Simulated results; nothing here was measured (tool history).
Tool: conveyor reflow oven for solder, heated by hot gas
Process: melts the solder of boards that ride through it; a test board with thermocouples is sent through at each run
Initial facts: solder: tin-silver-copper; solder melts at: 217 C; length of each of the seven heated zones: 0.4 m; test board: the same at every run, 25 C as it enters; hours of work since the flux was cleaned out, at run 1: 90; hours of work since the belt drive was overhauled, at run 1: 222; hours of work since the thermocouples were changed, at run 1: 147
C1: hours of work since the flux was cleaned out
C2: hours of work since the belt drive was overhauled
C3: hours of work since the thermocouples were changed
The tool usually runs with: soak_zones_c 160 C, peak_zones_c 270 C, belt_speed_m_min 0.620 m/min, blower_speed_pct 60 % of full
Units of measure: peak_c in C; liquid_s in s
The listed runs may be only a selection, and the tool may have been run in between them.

run 1 hour=0.0 | soak_zones_c=160 peak_zones_c=270 belt_speed_m_min=0.620 blower_speed_pct=60 | C1=90 C2=222 C3=147 | peak_c=245.8 liquid_s=46.7
run 2 hour=65.8 | soak_zones_c=160 peak_zones_c=270 belt_speed_m_min=0.620 blower_speed_pct=60 | C1=137 C2=268 C3=193 | peak_c=244.8 liquid_s=45.4
run 3 hour=129.2 | soak_zones_c=160 peak_zones_c=270 belt_speed_m_min=0.620 blower_speed_pct=57 | C1=182 C2=313 C3=238 | peak_c=243.2 liquid_s=45.6
run 4 hour=199.1 | soak_zones_c=160 peak_zones_c=270 belt_speed_m_min=0.620 blower_speed_pct=57 | C1=231 C2=363 C3=288 | peak_c=242.9 liquid_s=43.2
run 5 hour=227.2 | soak_zones_c=160 peak_zones_c=270 belt_speed_m_min=0.620 blower_speed_pct=57 | C1=251 C2=383 C3=308 | peak_c=242.1 liquid_s=44.5
run 6 hour=290.8 | soak_zones_c=160 peak_zones_c=270 belt_speed_m_min=0.620 blower_speed_pct=57 | C1=297 C2=428 C3=353 | peak_c=242.4 liquid_s=43.4
run 7 hour=339.3 | soak_zones_c=160 peak_zones_c=270 belt_speed_m_min=0.620 blower_speed_pct=57 | C1=331 C2=463 C3=388 | peak_c=242.2 liquid_s=41.6
run 8 hour=388.2 | soak_zones_c=160 peak_zones_c=270 belt_speed_m_min=0.620 blower_speed_pct=60 | C1=366 C2=497 C3=422 | peak_c=241.7 liquid_s=42.3
-- hour=459.7 flux residue cleaned out of gas plates and filters
run 9 hour=460.3 | soak_zones_c=160 peak_zones_c=270 belt_speed_m_min=0.620 blower_speed_pct=84 | C1=0 C2=545 C3=470 | peak_c=252.3 liquid_s=54.0
run 10 hour=512.9 | soak_zones_c=160 peak_zones_c=270 belt_speed_m_min=0.620 blower_speed_pct=84 | C1=38 C2=582 C3=507 | peak_c=251.1 liquid_s=53.5
run 11 hour=550.2 | soak_zones_c=160 peak_zones_c=276 belt_speed_m_min=0.620 blower_speed_pct=84 | C1=64 C2=609 C3=534 | peak_c=256.8 liquid_s=56.4
run 12 hour=611.9 | soak_zones_c=157 peak_zones_c=270 belt_speed_m_min=0.620 blower_speed_pct=60 | C1=108 C2=653 C3=578 | peak_c=245.3 liquid_s=44.2
run 13 hour=668.1 | soak_zones_c=157 peak_zones_c=270 belt_speed_m_min=0.620 blower_speed_pct=60 | C1=148 C2=693 C3=618 | peak_c=244.9 liquid_s=44.7
run 14 hour=708.1 | soak_zones_c=160 peak_zones_c=261 belt_speed_m_min=0.620 blower_speed_pct=60 | C1=176 C2=721 C3=646 | peak_c=237.2 liquid_s=37.8
run 15 hour=739.0 | soak_zones_c=160 peak_zones_c=261 belt_speed_m_min=0.620 blower_speed_pct=60 | C1=198 C2=743 C3=668 | peak_c=236.7 liquid_s=38.1
run 16 hour=786.4 | soak_zones_c=160 peak_zones_c=261 belt_speed_m_min=0.620 blower_speed_pct=60 | C1=232 C2=777 C3=702 | peak_c=236.6 liquid_s=37.5
run 17 hour=854.6 | soak_zones_c=160 peak_zones_c=261 belt_speed_m_min=0.620 blower_speed_pct=60 | C1=281 C2=825 C3=750 | peak_c=236.5 liquid_s=35.7
run 18 hour=882.7 | soak_zones_c=151 peak_zones_c=260 belt_speed_m_min=0.662 blower_speed_pct=59 | C1=300 C2=845 C3=770 | peak_c=230.2 liquid_s=23.7
run 19 hour=924.5 | soak_zones_c=151 peak_zones_c=260 belt_speed_m_min=0.662 blower_speed_pct=59 | C1=330 C2=875 C3=800 | peak_c=230.3 liquid_s=22.1
run 20 hour=972.3 | soak_zones_c=151 peak_zones_c=260 belt_speed_m_min=0.662 blower_speed_pct=59 | C1=364 C2=909 C3=834 | peak_c=228.5 liquid_s=22.0
run 21 hour=1000.6 | soak_zones_c=151 peak_zones_c=260 belt_speed_m_min=0.662 blower_speed_pct=59 | C1=384 C2=929 C3=854 | peak_c=229.0 liquid_s=20.7
-- hour=1046.7 flux residue cleaned out of gas plates and filters
run 22 hour=1055.8 | soak_zones_c=159 peak_zones_c=272 belt_speed_m_min=0.620 blower_speed_pct=86 | C1=6 C2=964 C3=889 | peak_c=253.3 liquid_s=56.1
run 23 hour=1112.2 | soak_zones_c=152 peak_zones_c=259 belt_speed_m_min=0.662 blower_speed_pct=75 | C1=47 C2=1005 C3=930 | peak_c=235.2 liquid_s=33.2
run 24 hour=1154.8 | soak_zones_c=171 peak_zones_c=283 belt_speed_m_min=0.543 blower_speed_pct=81 | C1=77 C2=1035 C3=960 | peak_c=266.7 liquid_s=76.8
run 25 hour=1211.3 | soak_zones_c=171 peak_zones_c=283 belt_speed_m_min=0.543 blower_speed_pct=81 | C1=117 C2=1075 C3=1000 | peak_c=267.0 liquid_s=78.5
run 26 hour=1270.3 | soak_zones_c=171 peak_zones_c=262 belt_speed_m_min=0.503 blower_speed_pct=63 | C1=159 C2=1117 C3=1042 | peak_c=247.5 liquid_s=68.9
-- hour=1309.7 belt drive overhauled, speed set with a stopwatch
run 27 hour=1326.8 | soak_zones_c=171 peak_zones_c=276 belt_speed_m_min=0.503 blower_speed_pct=63 | C1=196 C2=12 C3=1079 | peak_c=258.3 liquid_s=75.7
run 28 hour=1363.5 | soak_zones_c=171 peak_zones_c=276 belt_speed_m_min=0.503 blower_speed_pct=63 | C1=222 C2=38 C3=1105 | peak_c=257.4 liquid_s=76.3
run 29 hour=1406.4 | soak_zones_c=171 peak_zones_c=276 belt_speed_m_min=0.503 blower_speed_pct=63 | C1=253 C2=69 C3=1136 | peak_c=257.8 liquid_s=76.3
run 30 hour=1458.8 | soak_zones_c=147 peak_zones_c=268 belt_speed_m_min=0.705 blower_speed_pct=83 | C1=290 C2=106 C3=1173 | peak_c=235.3 liquid_s=28.0

4 ways to go on from here, each from the tool as it stands after run 30. What would each give?
-- hour=1505.0 thermocouples of zones 6 and 7 changed
run A hour=1528.3 | soak_zones_c=160 peak_zones_c=270 belt_speed_m_min=0.620 blower_speed_pct=71 | C1=338 C2=154 C3=17 | peak_c=? liquid_s=?
-- hour=1505.0 thermocouples of zones 6 and 7 changed
run B hour=1528.3 | soak_zones_c=152 peak_zones_c=268 belt_speed_m_min=0.705 blower_speed_pct=66 | C1=338 C2=154 C3=17 | peak_c=? liquid_s=?
-- hour=1505.0 thermocouples of zones 6 and 7 changed
run C hour=1528.3 | soak_zones_c=172 peak_zones_c=267 belt_speed_m_min=0.578 blower_speed_pct=60 | C1=338 C2=154 C3=17 | peak_c=? liquid_s=?
-- hour=1505.0 thermocouples of zones 6 and 7 changed
run D hour=1528.3 | soak_zones_c=153 peak_zones_c=278 belt_speed_m_min=0.705 blower_speed_pct=84 | C1=338 C2=154 C3=17 | peak_c=? liquid_s=?

run=A peak_c=244.6 liquid_s=45.7
run=B peak_c=234.3 liquid_s=26.6
run=C peak_c=246.0 liquid_s=54.2
run=D peak_c=246.1 liquid_s=38.5
What these runs would have given with no unlogged condition in the tool:
run=A peak_c=249.3 liquid_s=50.8
run=B peak_c=239.6 liquid_s=33.1
run=C peak_c=249.7 liquid_s=58.6
run=D peak_c=252.1 liquid_s=43.7
